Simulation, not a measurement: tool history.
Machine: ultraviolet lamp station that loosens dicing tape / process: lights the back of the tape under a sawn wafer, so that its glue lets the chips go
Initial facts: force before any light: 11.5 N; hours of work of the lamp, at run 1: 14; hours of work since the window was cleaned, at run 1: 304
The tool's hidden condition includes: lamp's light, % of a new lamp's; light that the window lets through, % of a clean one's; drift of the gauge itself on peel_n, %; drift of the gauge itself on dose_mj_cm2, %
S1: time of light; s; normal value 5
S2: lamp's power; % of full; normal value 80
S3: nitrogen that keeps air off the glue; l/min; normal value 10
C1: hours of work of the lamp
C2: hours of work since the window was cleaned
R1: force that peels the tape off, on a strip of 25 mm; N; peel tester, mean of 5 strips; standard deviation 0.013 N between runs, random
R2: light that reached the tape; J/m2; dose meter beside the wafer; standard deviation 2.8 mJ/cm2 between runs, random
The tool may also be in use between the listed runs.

run	hour	S1	S2	S3	C1	C2	R1	R2
1	0.0	5	80	10	14	304	0.617	3930
2	11.1	5	80	10	19	309	0.576	3930
3	19.8	5	80	10	23	313	0.607	3920
4	33.1	5	80	15	29	320	0.463	3940
5	45.4	5	79	10	35	325	0.641	3890
6	56.2	5	79	10	40	330	0.619	3860
7	71.5	5	79	10	47	338	0.599	3810
8	85.2	5	79	10	54	344	0.629	3870
9	100.2	5	79	10	61	351	0.608	3870
10	107.6	5	79	10	64	354	0.640	3900
11	124.4	5	79	10	72	362	0.625	3860
12	136.5	5	79	5	78	368	1.049	3850
13	151.1	5	78	6	85	375	0.946	3820
14	164.5	6	73	5	91	381	0.812	4310
15	175.0	4	93	10	96	386	0.729	3670
16	189.0	4	93	10	102	393	0.717	3660
17	196.1	4	93	3	106	396	1.695	3650
18	207.7	7	71	5	111	401	0.637	4880
19	216.8	7	71	5	115	406	0.618	4890
20	229.4	6	65	9	121	411	0.695	3840
21	237.6	6	65	9	125	415	0.681	3850
# hour 246.7: window cleaned of glue's vapour
22	251.5	5	97	10	131	2	0.377	4830

Forecast each of these 3 alternatives for the next run:
A	268.1	4	86	3	139	10	?	?
B	268.1	7	97	6	139	10	?	?
C	268.1	3	86	11	139	10	?	?

run	R1	R2
A	1.929	3400
B	0.260	6630
C	1.431	2520
With the hidden condition removed and each run's random variation left untouched, the same runs would have given:
run	R1	R2
A	1.927	3400
B	0.260	6630
C	1.429	2520
